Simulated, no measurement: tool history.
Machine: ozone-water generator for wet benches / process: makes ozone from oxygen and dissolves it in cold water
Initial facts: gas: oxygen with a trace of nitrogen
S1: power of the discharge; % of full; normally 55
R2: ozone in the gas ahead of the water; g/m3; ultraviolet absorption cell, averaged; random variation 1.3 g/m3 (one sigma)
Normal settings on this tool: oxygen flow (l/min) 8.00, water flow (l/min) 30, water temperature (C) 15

{"run": 1, "hour": 0.0, "S1": 55, "oxygen flow (l/min)": 8.0, "water flow (l/min)": 30, "water temperature (C)": 15, "dissolved ozone (ppm)": 24.3, "R2": 227.8}
{"run": 2, "hour": 27.9, "S1": 55, "oxygen flow (l/min)": 8.0, "water flow (l/min)": 30, "water temperature (C)": 15, "dissolved ozone (ppm)": 24.0, "R2": 228.9}
{"run": 3, "hour": 62.3, "S1": 55, "oxygen flow (l/min)": 13.67, "water flow (l/min)": 30, "water temperature (C)": 15, "dissolved ozone (ppm)": 23.0, "R2": 163.1}
{"run": 4, "hour": 91.4, "S1": 55, "oxygen flow (l/min)": 13.67, "water flow (l/min)": 30, "water temperature (C)": 15, "dissolved ozone (ppm)": 22.7, "R2": 162.0}
{"run": 5, "hour": 112.3, "S1": 55, "oxygen flow (l/min)": 8.0, "water flow (l/min)": 41, "water temperature (C)": 15, "dissolved ozone (ppm)": 18.2, "R2": 229.6}
{"run": 6, "hour": 132.6, "S1": 55, "oxygen flow (l/min)": 8.0, "water flow (l/min)": 30, "water temperature (C)": 8, "dissolved ozone (ppm)": 26.9, "R2": 226.7}
{"run": 7, "hour": 157.8, "S1": 55, "oxygen flow (l/min)": 8.0, "water flow (l/min)": 30, "water temperature (C)": 8, "dissolved ozone (ppm)": 26.8, "R2": 228.5}
{"run": 8, "hour": 190.5, "S1": 55, "oxygen flow (l/min)": 8.0, "water flow (l/min)": 30, "water temperature (C)": 8, "dissolved ozone (ppm)": 26.3, "R2": 228.7}
{"run": 9, "hour": 223.0, "S1": 55, "oxygen flow (l/min)": 8.0, "water flow (l/min)": 30, "water temperature (C)": 8, "dissolved ozone (ppm)": 26.4, "R2": 230.0}
{"run": 10, "hour": 261.6, "S1": 55, "oxygen flow (l/min)": 8.0, "water flow (l/min)": 30, "water temperature (C)": 8, "dissolved ozone (ppm)": 26.5, "R2": 227.8}
{"hour": 279.4, "done": "water thermometer calibrated"}
{"run": 11, "hour": 282.7, "S1": 55, "oxygen flow (l/min)": 8.0, "water flow (l/min)": 30, "water temperature (C)": 8, "dissolved ozone (ppm)": 26.3, "R2": 227.4}
{"run": 12, "hour": 315.2, "S1": 55, "oxygen flow (l/min)": 8.0, "water flow (l/min)": 30, "water temperature (C)": 8, "dissolved ozone (ppm)": 26.2, "R2": 226.5}
{"run": 13, "hour": 349.7, "S1": 55, "oxygen flow (l/min)": 6.79, "water flow (l/min)": 30, "water temperature (C)": 8, "dissolved ozone (ppm)": 26.3, "R2": 251.4}
{"run": 14, "hour": 379.2, "S1": 55, "oxygen flow (l/min)": 6.79, "water flow (l/min)": 30, "water temperature (C)": 8, "dissolved ozone (ppm)": 26.5, "R2": 252.2}
{"run": 15, "hour": 407.6, "S1": 55, "oxygen flow (l/min)": 8.0, "water flow (l/min)": 30, "water temperature (C)": 9, "dissolved ozone (ppm)": 26.0, "R2": 227.3}
{"hour": 412.2, "done": "water thermometer calibrated, once more"}
{"run": 16, "hour": 425.9, "S1": 55, "oxygen flow (l/min)": 8.0, "water flow (l/min)": 30, "water temperature (C)": 9, "dissolved ozone (ppm)": 26.1, "R2": 227.8}
{"run": 17, "hour": 459.7, "S1": 55, "oxygen flow (l/min)": 9.1, "water flow (l/min)": 24, "water temperature (C)": 8, "dissolved ozone (ppm)": 31.7, "R2": 211.0}
{"run": 18, "hour": 502.2, "S1": 55, "oxygen flow (l/min)": 9.1, "water flow (l/min)": 24, "water temperature (C)": 8, "dissolved ozone (ppm)": 31.8, "R2": 211.5}
{"run": 19, "hour": 528.4, "S1": 55, "oxygen flow (l/min)": 5.32, "water flow (l/min)": 22, "water temperature (C)": 15, "dissolved ozone (ppm)": 32.0, "R2": 289.7}
{"run": 20, "hour": 559.4, "S1": 55, "oxygen flow (l/min)": 5.32, "water flow (l/min)": 41, "water temperature (C)": 13, "dissolved ozone (ppm)": 18.0, "R2": 290.2}
{"run": 21, "hour": 580.6, "S1": 66, "oxygen flow (l/min)": 8.0, "water flow (l/min)": 30, "water temperature (C)": 15, "dissolved ozone (ppm)": 27.4, "R2": 258.0}
{"run": 22, "hour": 600.3, "S1": 66, "oxygen flow (l/min)": 8.0, "water flow (l/min)": 30, "water temperature (C)": 15, "dissolved ozone (ppm)": 27.1, "R2": 258.8}
{"run": 23, "hour": 637.0, "S1": 66, "oxygen flow (l/min)": 5.8, "water flow (l/min)": 44, "water temperature (C)": 15, "dissolved ozone (ppm)": 18.7, "R2": 312.6}
{"run": 24, "hour": 672.3, "S1": 66, "oxygen flow (l/min)": 5.8, "water flow (l/min)": 44, "water temperature (C)": 15, "dissolved ozone (ppm)": 18.7, "R2": 312.9}
{"run": 25, "hour": 709.4, "S1": 66, "oxygen flow (l/min)": 8.04, "water flow (l/min)": 31, "water temperature (C)": 15, "dissolved ozone (ppm)": 26.0, "R2": 255.9}
{"run": 26, "hour": 748.6, "S1": 72, "oxygen flow (l/min)": 8.0, "water flow (l/min)": 30, "water temperature (C)": 21, "dissolved ozone (ppm)": 26.2, "R2": 270.8}
{"run": 27, "hour": 791.6, "S1": 56, "oxygen flow (l/min)": 8.0, "water flow (l/min)": 30, "water temperature (C)": 13, "dissolved ozone (ppm)": 24.8, "R2": 227.3}
{"run": 28, "hour": 819.6, "S1": 52, "oxygen flow (l/min)": 11.7, "water flow (l/min)": 20, "water temperature (C)": 15, "dissolved ozone (ppm)": 28.8, "R2": 169.2}
{"run": 29, "hour": 844.9, "S1": 52, "oxygen flow (l/min)": 11.7, "water flow (l/min)": 20, "water temperature (C)": 15, "dissolved ozone (ppm)": 29.0, "R2": 171.4}
{"run": 30, "hour": 869.2, "S1": 66, "oxygen flow (l/min)": 8.0, "water flow (l/min)": 30, "water temperature (C)": 11, "dissolved ozone (ppm)": 28.7, "R2": 254.5}
{"run": 31, "hour": 895.2, "S1": 45, "oxygen flow (l/min)": 4.79, "water flow (l/min)": 34, "water temperature (C)": 11, "dissolved ozone (ppm)": 18.8, "R2": 270.1}
{"run": 32, "hour": 934.3, "S1": 84, "oxygen flow (l/min)": 6.63, "water flow (l/min)": 48, "water temperature (C)": 12, "dissolved ozone (ppm)": 20.8, "R2": 337.5}

Here are 5 independent what-if runs from the current tool condition. What would each one return?
{"run": "A", "hour": 968.1, "S1": 54, "oxygen flow (l/min)": 4.59, "water flow (l/min)": 48, "water temperature (C)": 17, "dissolved ozone (ppm)": "?", "R2": "?"}
{"run": "B", "hour": 968.1, "S1": 44, "oxygen flow (l/min)": 6.63, "water flow (l/min)": 48, "water temperature (C)": 12, "dissolved ozone (ppm)": "?", "R2": "?"}
{"run": "C", "hour": 968.1, "S1": 55, "oxygen flow (l/min)": 7.6, "water flow (l/min)": 21, "water temperature (C)": 15, "dissolved ozone (ppm)": "?", "R2": "?"}
{"run": "D", "hour": 968.1, "S1": 72, "oxygen flow (l/min)": 4.57, "water flow (l/min)": 48, "water temperature (C)": 12, "dissolved ozone (ppm)": "?", "R2": "?"}
{"run": "E", "hour": 968.1, "S1": 65, "oxygen flow (l/min)": 7.9, "water flow (l/min)": 35, "water temperature (C)": 15, "dissolved ozone (ppm)": "?", "R2": "?"}

run=A dissolved_ozone_(ppm)=13.9 R2=310.6
run=B dissolved_ozone_(ppm)=13.2 R2=216.0
run=C dissolved_ozone_(ppm)=31.5 R2=231.8
run=D dissolved_ozone_(ppm)=18.0 R2=383.7
run=E dissolved_ozone_(ppm)=23.6 R2=253.8
Stripped of hidden state, with their random variation kept, the same runs would have yielded:
run=A dissolved_ozone_(ppm)=15.2 R2=319.6
run=B dissolved_ozone_(ppm)=14.4 R2=221.1
run=C dissolved_ozone_(ppm)=33.9 R2=238.6
run=D dissolved_ozone_(ppm)=19.8 R2=397.5
run=E dissolved_ozone_(ppm)=25.8 R2=262.3
